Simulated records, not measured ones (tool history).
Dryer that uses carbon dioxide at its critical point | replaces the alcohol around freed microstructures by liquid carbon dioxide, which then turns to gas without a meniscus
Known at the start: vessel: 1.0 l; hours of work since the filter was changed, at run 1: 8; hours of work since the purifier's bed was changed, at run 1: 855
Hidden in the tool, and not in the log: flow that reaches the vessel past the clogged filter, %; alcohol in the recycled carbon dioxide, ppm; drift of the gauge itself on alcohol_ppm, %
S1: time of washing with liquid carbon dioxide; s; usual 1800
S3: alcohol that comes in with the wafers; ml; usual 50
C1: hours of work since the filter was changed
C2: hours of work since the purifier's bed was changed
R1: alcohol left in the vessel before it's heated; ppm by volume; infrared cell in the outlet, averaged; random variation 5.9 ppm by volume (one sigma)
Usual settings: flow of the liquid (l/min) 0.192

run 1 day=0 | S1=1800 flow_of_the_liquid_(l/min)=0.192 S3=50 | C1=8 C2=855 | R1=319
run 2 day=1.208 | S1=2760 flow_of_the_liquid_(l/min)=0.192 S3=50 | C1=29 C2=876 | R1=107
run 3 day=2.421 | S1=1260 flow_of_the_liquid_(l/min)=0.192 S3=50 | C1=51 C2=898 | R1=1272
run 4 day=3.888 | S1=1260 flow_of_the_liquid_(l/min)=0.192 S3=50 | C1=76 C2=923 | R1=1392
run 5 day=5.358 | S1=1800 flow_of_the_liquid_(l/min)=0.123 S3=50 | C1=102 C2=949 | R1=2204
run 6 day=6.092 | S1=1800 flow_of_the_liquid_(l/min)=0.192 S3=50 | C1=115 C2=962 | R1=418
run 7 day=7.375 | S1=1800 flow_of_the_liquid_(l/min)=0.192 S3=50 | C1=138 C2=985 | R1=455
run 8 day=8.375 | S1=1800 flow_of_the_liquid_(l/min)=0.192 S3=50 | C1=155 C2=1002 | R1=452
run 9 day=10.088 | S1=1800 flow_of_the_liquid_(l/min)=0.192 S3=50 | C1=186 C2=1033 | R1=507
-- day=10.658 inlet filter changed
run 10 day=11.733 | S1=1800 flow_of_the_liquid_(l/min)=0.192 S3=50 | C1=19 C2=1061 | R1=335
run 11 day=13.058 | S1=1260 flow_of_the_liquid_(l/min)=0.192 S3=50 | C1=42 C2=1084 | R1=1280
run 12 day=14.621 | S1=1260 flow_of_the_liquid_(l/min)=0.154 S3=50 | C1=70 C2=1112 | R1=2903
run 13 day=16.125 | S1=1260 flow_of_the_liquid_(l/min)=0.154 S3=50 | C1=96 C2=1138 | R1=3133
run 14 day=16.979 | S1=1260 flow_of_the_liquid_(l/min)=0.154 S3=50 | C1=111 C2=1153 | R1=3113
run 15 day=17.725 | S1=1260 flow_of_the_liquid_(l/min)=0.154 S3=50 | C1=124 C2=1166 | R1=3244
run 16 day=19.067 | S1=1260 flow_of_the_liquid_(l/min)=0.154 S3=50 | C1=148 C2=1190 | R1=3412
-- day=19.642 purifier's bed changed
run 17 day=20.904 | S1=1260 flow_of_the_liquid_(l/min)=0.154 S3=50 | C1=178 C2=22 | R1=3489
run 18 day=21.654 | S1=1260 flow_of_the_liquid_(l/min)=0.154 S3=50 | C1=191 C2=35 | R1=3611
-- day=21.888 inlet filter changed
run 19 day=22.825 | S1=1800 flow_of_the_liquid_(l/min)=0.3 S3=50 | C1=16 C2=55 | R1=18
run 20 day=23.579 | S1=2520 flow_of_the_liquid_(l/min)=0.192 S3=50 | C1=30 C2=69 | R1=40
run 21 day=24.871 | S1=2520 flow_of_the_liquid_(l/min)=0.192 S3=50 | C1=53 C2=91 | R1=50
run 22 day=26.296 | S1=2520 flow_of_the_liquid_(l/min)=0.192 S3=50 | C1=78 C2=116 | R1=60
run 23 day=27.521 | S1=2520 flow_of_the_liquid_(l/min)=0.192 S3=50 | C1=99 C2=138 | R1=44
run 24 day=28.646 | S1=1800 flow_of_the_liquid_(l/min)=0.242 S3=50 | C1=119 C2=158 | R1=99
run 25 day=29.596 | S1=1800 flow_of_the_liquid_(l/min)=0.221 S3=110 | C1=136 C2=174 | R1=344
run 26 day=31.025 | S1=1800 flow_of_the_liquid_(l/min)=0.221 S3=110 | C1=161 C2=200 | R1=390
run 27 day=31.912 | S1=1800 flow_of_the_liquid_(l/min)=0.221 S3=110 | C1=176 C2=215 | R1=435
-- day=33.046 inlet filter changed
run 28 day=33.125 | S1=1800 flow_of_the_liquid_(l/min)=0.221 S3=110 | C1=1 C2=236 | R1=217
run 29 day=34.458 | S1=1140 flow_of_the_liquid_(l/min)=0.221 S3=110 | C1=25 C2=259 | R1=2130
run 30 day=35.188 | S1=1800 flow_of_the_liquid_(l/min)=0.304 S3=46 | C1=38 C2=272 | R1=32
run 31 day=36.708 | S1=1800 flow_of_the_liquid_(l/min)=0.304 S3=46 | C1=64 C2=299 | R1=41
run 32 day=37.546 | S1=2520 flow_of_the_liquid_(l/min)=0.292 S3=59 | C1=79 C2=314 | R1=30
run 33 day=39.067 | S1=2520 flow_of_the_liquid_(l/min)=0.292 S3=59 | C1=106 C2=340 | R1=40
run 34 day=40.662 | S1=1260 flow_of_the_liquid_(l/min)=0.192 S3=50 | C1=134 C2=368 | R1=1543
run 35 day=41.5 | S1=1440 flow_of_the_liquid_(l/min)=0.141 S3=26 | C1=149 C2=383 | R1=1531
run 36 day=42.496 | S1=1440 flow_of_the_liquid_(l/min)=0.141 S3=26 | C1=166 C2=401 | R1=1645
run 37 day=43.617 | S1=1440 flow_of_the_liquid_(l/min)=0.16 S3=26 | C1=186 C2=420 | R1=1109
-- day=44.192 inlet filter changed
run 38 day=45.008 | S1=1440 flow_of_the_liquid_(l/min)=0.16 S3=26 | C1=14 C2=444 | R1=772
run 39 day=45.733 | S1=2160 flow_of_the_liquid_(l/min)=0.264 S3=72 | C1=27 C2=457 | R1=63
run 40 day=46.454 | S1=1140 flow_of_the_liquid_(l/min)=0.192 S3=65 | C1=40 C2=470 | R1=2263
run 41 day=47.433 | S1=1140 flow_of_the_liquid_(l/min)=0.268 S3=65 | C1=57 C2=487 | R1=596
run 42 day=49.146 | S1=1860 flow_of_the_liquid_(l/min)=0.192 S3=50 | C1=87 C2=517 | R1=296
run 43 day=50.808 | S1=2460 flow_of_the_liquid_(l/min)=0.139 S3=22 | C1=116 C2=546 | R1=232
run 44 day=51.567 | S1=1080 flow_of_the_liquid_(l/min)=0.192 S3=45 | C1=130 C2=560 | R1=2252
run 45 day=52.842 | S1=1800 flow_of_the_liquid_(l/min)=0.158 S3=23 | C1=152 C2=582 | R1=494

Hidden state at the last listed run before each entry between runs and at the first one after, where it differs:
Between runs 9 and 10: inlet filter changed (day 10.658)
  flow that reaches the vessel past the clogged filter, %: 87.7 -> 98.2; alcohol in the recycled carbon dioxide, ppm: 106.3 -> 108.9
  measured less the result without the state, R1: +300 -> +126 ppm by volume
Between runs 16 and 17: purifier's bed changed (day 19.642)
  flow that reaches the vessel past the clogged filter, %: 89.9 -> 88; alcohol in the recycled carbon dioxide, ppm: 121.7 -> 7.9
  measured less the result without the state, R1: +985 -> +1060 ppm by volume
Between runs 18 and 19: inlet filter changed (day 21.888)
  flow that reaches the vessel past the clogged filter, %: 87.1 -> 98.9; alcohol in the recycled carbon dioxide, ppm: 9.1 -> 11.1
  measured less the result without the state, R1: +1172 -> +7 ppm by volume
Between runs 27 and 28: inlet filter changed (day 33.046)
  flow that reaches the vessel past the clogged filter, %: 88.2 -> 99.6; alcohol in the recycled carbon dioxide, ppm: 26.8 -> 28.6
  measured less the result without the state, R1: +231 -> +27 ppm by volume
Between runs 37 and 38: inlet filter changed (day 44.192)
  flow that reaches the vessel past the clogged filter, %: 87.8 -> 99; alcohol in the recycled carbon dioxide, ppm: 46.2 -> 48.8
  measured less the result without the state, R1: +422 -> +70 ppm by volume

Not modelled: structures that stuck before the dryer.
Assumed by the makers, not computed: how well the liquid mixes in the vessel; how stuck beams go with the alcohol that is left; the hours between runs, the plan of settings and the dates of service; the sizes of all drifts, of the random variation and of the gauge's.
